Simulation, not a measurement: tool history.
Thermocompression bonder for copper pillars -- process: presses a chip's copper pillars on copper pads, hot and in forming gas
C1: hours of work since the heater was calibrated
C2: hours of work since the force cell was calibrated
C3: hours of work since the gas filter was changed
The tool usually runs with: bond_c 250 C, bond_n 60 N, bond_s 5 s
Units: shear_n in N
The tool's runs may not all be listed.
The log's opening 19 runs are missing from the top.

Run 20, hour 746.7: usual settings but bond_c 252 C, bond_s 13 s; C1 367; C2 453; C3 91. Result: shear_n 90.6 N.
Run 21, hour 799.2: usual settings but bond_s 6 s; C1 389; C2 474; C3 112. Result: shear_n 68.7 N.
Run 22, hour 823.1: usual settings but bond_n 58 N, bond_s 7 s; C1 398; C2 484; C3 122. Result: shear_n 70.4 N.
Run 23, hour 871.3: usual settings but bond_n 58 N, bond_s 7 s; C1 418; C2 504; C3 141. Result: shear_n 70.3 N.
At hour 895.7: forming gas filter changed.
Run 24, hour 919.6: usual settings but bond_n 39 N, bond_s 9 s; C1 437; C2 523; C3 10. Result: shear_n 64.2 N.
Run 25, hour 951.6: usual settings but bond_n 49 N, bond_s 9 s; C1 450; C2 536; C3 23. Result: shear_n 73.1 N.
Run 26, hour 985.1: usual settings but bond_c 255 C, bond_n 48 N, bond_s 6 s; C1 464; C2 550; C3 36. Result: shear_n 66.9 N.
Run 27, hour 1018.1: usual settings but bond_c 246 C, bond_n 85 N, bond_s 6 s; C1 477; C2 563; C3 50. Result: shear_n 82.9 N.
Run 28, hour 1057.5: usual settings but bond_c 247 C, bond_n 42 N; C1 493; C2 579; C3 66. Result: shear_n 51 N.
Run 29, hour 1103.8: usual settings but bond_c 247 C, bond_n 42 N; C1 512; C2 598; C3 85. Result: shear_n 50.6 N.
At hour 1149.7: heater calibrated with a thermocouple chip.
Run 30, hour 1149.7: usual settings but bond_c 247 C, bond_n 42 N; C1 0; C2 616; C3 103. Result: shear_n 43.3 N.
Run 31, hour 1177.6: usual settings but bond_n 52 N, bond_s 13 s; C1 11; C2 627; C3 114. Result: shear_n 75.1 N.
Run 32, hour 1207.8: usual settings but bond_n 52 N, bond_s 13 s; C1 24; C2 640; C3 126. Result: shear_n 74.3 N.
Run 33, hour 1253.8: usual settings but bond_c 271 C, bond_n 40 N, bond_s 6 s; C1 42; C2 658; C3 145. Result: shear_n 62.2 N.
At hour 1269.7: forming gas filter changed.
Run 34, hour 1285.9: usual settings but bond_c 271 C, bond_n 40 N, bond_s 6 s; C1 55; C2 671; C3 7. Result: shear_n 67.3 N.
Run 35, hour 1333.4: usual settings but bond_c 271 C, bond_n 40 N, bond_s 6 s; C1 75; C2 690; C3 26. Result: shear_n 66.8 N.
Run 36, hour 1370.9: usual settings but bond_c 271 C, bond_n 40 N, bond_s 6 s; C1 90; C2 706; C3 41. Result: shear_n 67.1 N.
Run 37, hour 1406.3: usual settings but bond_c 273 C, bond_n 71 N; C1 104; C2 720; C3 56. Result: shear_n 88.5 N.
Run 38, hour 1454.2: usual settings but bond_c 273 C, bond_n 71 N; C1 124; C2 740; C3 75. Result: shear_n 88.1 N.
Run 39, hour 1481.6: usual settings but bond_c 273 C, bond_n 71 N; C1 135; C2 751; C3 86. Result: shear_n 87.9 N.
Run 40, hour 1518.9: usual settings but bond_c 273 C, bond_n 71 N; C1 150; C2 766; C3 101. Result: shear_n 88.5 N.

Each row is a separate what-if for the run after 40, all from the same tool condition, not one after another. Results?
Run A, hour 1551.1: usual settings but bond_c 247 C; C1 163; C2 779; C3 114. Result: shear_n ?.
Run B, hour 1551.1: usual settings but bond_c 225 C, bond_n 42 N, bond_s 4 s; C1 163; C2 779; C3 114. Result: shear_n ?.
Run C, hour 1551.1: usual settings but bond_c 251 C, bond_n 71 N, bond_s 8 s; C1 163; C2 779; C3 114. Result: shear_n ?.

run  shear_n
  A     58.4
  B     28.3
  C     79.3
Stripped of hidden state, with their random variation kept, the same runs would have yielded:
run  shear_n
  A     59.5
  B     28.5
  C     81.4
